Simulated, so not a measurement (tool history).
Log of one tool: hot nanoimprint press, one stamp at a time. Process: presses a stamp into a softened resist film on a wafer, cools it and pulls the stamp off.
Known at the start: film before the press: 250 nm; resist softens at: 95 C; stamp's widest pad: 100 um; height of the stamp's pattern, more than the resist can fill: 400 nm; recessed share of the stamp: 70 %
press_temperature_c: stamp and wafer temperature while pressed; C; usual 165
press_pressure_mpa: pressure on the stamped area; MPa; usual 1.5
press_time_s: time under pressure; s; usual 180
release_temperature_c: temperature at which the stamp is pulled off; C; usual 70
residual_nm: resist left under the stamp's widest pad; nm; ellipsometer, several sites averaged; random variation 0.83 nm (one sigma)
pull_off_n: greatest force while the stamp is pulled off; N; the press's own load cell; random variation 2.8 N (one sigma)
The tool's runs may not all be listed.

| run | hour | press_temperature_c | press_pressure_mpa | press_time_s | release_temperature_c | residual_nm | pull_off_n |
|---|---|---|---|---|---|---|---|
| 1 | 0 | 165 | 1.5 | 180 | 70 | 146.7 | 132 |
| 2 | 13.2 | 165 | 1.5 | 180 | 76 | 146.3 | 116 |
| 3 | 21.6 | 165 | 1.5 | 180 | 76 | 144.3 | 123 |
| 4 | 30.6 | 165 | 1.5 | 180 | 76 | 144.5 | 126 |
| 5 | 45.3 | 165 | 1.5 | 180 | 76 | 144.8 | 124 |
| 6 | 55.9 | 165 | 1.5 | 180 | 70 | 145.2 | 128 |
| 7 | 69.2 | 165 | 1.5 | 180 | 70 | 145.2 | 130 |
| 8 | 76 | 165 | 1.66 | 180 | 70 | 139.9 | 127 |
| 9 | 86.6 | 165 | 1.5 | 180 | 70 | 144.9 | 132 |
| 10 | 96.6 | 163 | 0.97 | 239 | 74 | 160.2 | 122 |
| 11 | 110.7 | 163 | 0.97 | 239 | 74 | 160.2 | 123 |
| 12 | 121.9 | 171 | 1.56 | 228 | 71 | 110 | 124 |
| 13 | 134 | 157 | 2.05 | 180 | 60 | 165.9 | 142 |
| 14 | 146.2 | 161 | 1.89 | 180 | 70 | 151.1 | 132 |
| 15 | 156 | 161 | 1.89 | 180 | 70 | 151.3 | 126 |
| 16 | 166.9 | 161 | 1.89 | 180 | 70 | 149.7 | 131 |
| 17 | 179.4 | 161 | 1.89 | 180 | 70 | 151.4 | 122 |

Forecast each of these 4 alternatives for the next run:
| A | 192.3 | 165 | 1.5 | 230 | 55 | ? | ? |
| B | 192.3 | 165 | 1.5 | 180 | 76 | ? | ? |
| C | 192.3 | 154 | 2.32 | 180 | 70 | ? | ? |
| D | 192.3 | 173 | 1.2 | 159 | 70 | ? | ? |

| run | residual_nm | pull_off_n |
|---|---|---|
| A | 134.4 | 150 |
| B | 144.6 | 129 |
| C | 172.6 | 126 |
| D | 129.8 | 132 |
Without the tool's hidden state the same runs would have given:
| run | residual_nm | pull_off_n |
|---|---|---|
| A | 134.6 | 149 |
| B | 144.8 | 128 |
| C | 172.8 | 125 |
| D | 130 | 131 |
